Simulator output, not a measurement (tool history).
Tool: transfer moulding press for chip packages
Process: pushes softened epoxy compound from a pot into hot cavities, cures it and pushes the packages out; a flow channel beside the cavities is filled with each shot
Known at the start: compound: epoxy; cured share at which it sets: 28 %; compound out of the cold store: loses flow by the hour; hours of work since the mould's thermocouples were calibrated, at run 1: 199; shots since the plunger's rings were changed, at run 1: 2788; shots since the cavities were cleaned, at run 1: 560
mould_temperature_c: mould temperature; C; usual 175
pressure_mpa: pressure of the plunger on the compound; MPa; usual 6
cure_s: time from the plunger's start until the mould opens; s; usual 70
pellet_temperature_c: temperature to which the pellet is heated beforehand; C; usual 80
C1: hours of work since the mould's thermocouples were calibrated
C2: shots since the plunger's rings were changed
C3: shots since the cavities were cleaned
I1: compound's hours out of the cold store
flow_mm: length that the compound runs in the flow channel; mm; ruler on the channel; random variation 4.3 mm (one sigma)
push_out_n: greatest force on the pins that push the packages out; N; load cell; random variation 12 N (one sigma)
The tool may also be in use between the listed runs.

run 1 hour=0 | mould_temperature_c=175 pressure_mpa=6 cure_s=70 pellet_temperature_c=80 | C1=199 C2=2788 C3=560 | I1=12.5 | flow_mm=547 push_out_n=984
-- hour=25.1 cavities cleaned with cleaning compound and waxed
run 2 hour=26.6 | mould_temperature_c=175 pressure_mpa=6 cure_s=70 pellet_temperature_c=80 | C1=216 C2=3149 C3=21 | I1=20.3 | flow_mm=524 push_out_n=596
run 3 hour=39.3 | mould_temperature_c=175 pressure_mpa=6 cure_s=70 pellet_temperature_c=80 | C1=224 C2=3331 C3=203 | I1=22.7 | flow_mm=512 push_out_n=770
-- hour=44.1 plunger's sealing rings changed
run 4 hour=63.4 | mould_temperature_c=175 pressure_mpa=6 cure_s=67 pellet_temperature_c=80 | C1=239 C2=278 C3=514 | I1=40 | flow_mm=502 push_out_n=964
run 5 hour=85 | mould_temperature_c=175 pressure_mpa=6 cure_s=67 pellet_temperature_c=80 | C1=253 C2=589 C3=825 | I1=20.2 | flow_mm=550 push_out_n=1168
-- hour=92.1 cavities cleaned with cleaning compound and waxed
run 6 hour=114.3 | mould_temperature_c=175 pressure_mpa=6 cure_s=70 pellet_temperature_c=74 | C1=272 C2=988 C3=318 | I1=38.8 | flow_mm=494 push_out_n=821
run 7 hour=138.5 | mould_temperature_c=175 pressure_mpa=6 cure_s=52 pellet_temperature_c=74 | C1=288 C2=1337 C3=667 | I1=16.2 | flow_mm=546 push_out_n=2262
run 8 hour=151.3 | mould_temperature_c=175 pressure_mpa=6 cure_s=70 pellet_temperature_c=80 | C1=297 C2=1521 C3=851 | I1=26.5 | flow_mm=518 push_out_n=1026
-- hour=158 cavities cleaned with cleaning compound and waxed
run 9 hour=169.9 | mould_temperature_c=175 pressure_mpa=6 cure_s=70 pellet_temperature_c=80 | C1=308 C2=1767 C3=172 | I1=37.5 | flow_mm=485 push_out_n=712
run 10 hour=184.9 | mould_temperature_c=175 pressure_mpa=6 cure_s=70 pellet_temperature_c=80 | C1=318 C2=1983 C3=388 | I1=45.5 | flow_mm=470 push_out_n=846
run 11 hour=197.7 | mould_temperature_c=175 pressure_mpa=6 cure_s=66 pellet_temperature_c=80 | C1=327 C2=2167 C3=572 | I1=29.3 | flow_mm=510 push_out_n=1055
-- hour=222.7 cavities cleaned with cleaning compound and waxed
run 12 hour=228.6 | mould_temperature_c=175 pressure_mpa=6 cure_s=66 pellet_temperature_c=80 | C1=347 C2=2590 C3=85 | I1=12.7 | flow_mm=546 push_out_n=797
-- hour=233.5 mould's thermocouples calibrated
run 13 hour=258.6 | mould_temperature_c=175 pressure_mpa=6 cure_s=66 pellet_temperature_c=80 | C1=17 C2=2992 C3=487 | I1=45.5 | flow_mm=453 push_out_n=1027
run 14 hour=275 | mould_temperature_c=175 pressure_mpa=6 cure_s=70 pellet_temperature_c=80 | C1=28 C2=3228 C3=723 | I1=27.4 | flow_mm=512 push_out_n=1024
-- hour=288.7 plunger's sealing rings changed
-- hour=292.5 cavities cleaned with cleaning compound and waxed
run 15 hour=309.8 | mould_temperature_c=175 pressure_mpa=6 cure_s=57 pellet_temperature_c=80 | C1=48 C2=283 C3=249 | I1=42.1 | flow_mm=493 push_out_n=1181
-- hour=320.5 mould's thermocouples calibrated, once more
run 16 hour=331.3 | mould_temperature_c=177 pressure_mpa=6 cure_s=106 pellet_temperature_c=80 | C1=7 C2=563 C3=529 | I1=23.5 | flow_mm=534 push_out_n=754
-- hour=358.5 cavities cleaned with cleaning compound and waxed
run 17 hour=362.5 | mould_temperature_c=177 pressure_mpa=6 cure_s=106 pellet_temperature_c=80 | C1=27 C2=991 C3=59 | I1=44.5 | flow_mm=478 push_out_n=493

Forecast run 18:
run 18 hour=390.6 | mould_temperature_c=173 pressure_mpa=5.28 cure_s=53 pellet_temperature_c=86 | C1=46 C2=1394 C3=462 | I1=13.3 | flow_mm=? push_out_n=?

Run 18 gave flow_mm 536 mm, push_out_n 2007 N.
Without the tool's hidden state the same run would have given flow_mm 551 mm, push_out_n 1225 N.
